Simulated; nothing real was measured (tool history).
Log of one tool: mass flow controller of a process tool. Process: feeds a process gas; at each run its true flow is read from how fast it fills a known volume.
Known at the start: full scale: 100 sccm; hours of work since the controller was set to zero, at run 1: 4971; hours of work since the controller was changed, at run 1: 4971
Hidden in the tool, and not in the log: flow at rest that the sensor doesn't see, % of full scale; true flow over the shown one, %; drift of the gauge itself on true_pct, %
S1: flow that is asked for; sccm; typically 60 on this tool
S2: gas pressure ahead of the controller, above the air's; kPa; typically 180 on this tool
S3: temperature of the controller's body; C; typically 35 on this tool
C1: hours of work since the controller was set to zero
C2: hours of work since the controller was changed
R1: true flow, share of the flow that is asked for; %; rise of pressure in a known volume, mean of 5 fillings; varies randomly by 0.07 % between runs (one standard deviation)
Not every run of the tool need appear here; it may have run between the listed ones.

{"run": 1, "hour": 0.0, "S1": 60, "S2": 180, "S3": 35, "C1": 4971, "C2": 4971, "R1": 97.1}
{"run": 2, "hour": 136.3, "S1": 60, "S2": 180, "S3": 35, "C1": 5055, "C2": 5055, "R1": 97.07}
{"run": 3, "hour": 385.5, "S1": 60, "S2": 180, "S3": 35, "C1": 5208, "C2": 5208, "R1": 97.06}
{"run": 4, "hour": 524.7, "S1": 60, "S2": 152, "S3": 35, "C1": 5293, "C2": 5293, "R1": 96.84}
{"run": 5, "hour": 806.4, "S1": 60, "S2": 152, "S3": 35, "C1": 5466, "C2": 5466, "R1": 96.79}
{"run": 6, "hour": 998.8, "S1": 60, "S2": 152, "S3": 35, "C1": 5584, "C2": 5584, "R1": 96.7}
{"run": 7, "hour": 1233.5, "S1": 60, "S2": 152, "S3": 35, "C1": 5728, "C2": 5728, "R1": 96.63}
{"run": 8, "hour": 1465.9, "S1": 60, "S2": 152, "S3": 35, "C1": 5870, "C2": 5870, "R1": 96.65}
{"run": 9, "hour": 1698.9, "S1": 60, "S2": 152, "S3": 35, "C1": 6013, "C2": 6013, "R1": 96.65}
{"run": 10, "hour": 1972.9, "S1": 60, "S2": 152, "S3": 35, "C1": 6181, "C2": 6181, "R1": 96.63}
{"run": 11, "hour": 2139.6, "S1": 60, "S2": 152, "S3": 35, "C1": 6283, "C2": 6283, "R1": 96.53}

Run 12 is up next; what results do you expect?
{"run": 12, "hour": 2272.9, "S1": 60, "S2": 152, "S3": 35, "C1": 6365, "C2": 6365, "R1": "?"}

{"run 12": {"R1": 96.48}}
Minus the tool's unlogged condition, the same run would have read R1 98.5 %.

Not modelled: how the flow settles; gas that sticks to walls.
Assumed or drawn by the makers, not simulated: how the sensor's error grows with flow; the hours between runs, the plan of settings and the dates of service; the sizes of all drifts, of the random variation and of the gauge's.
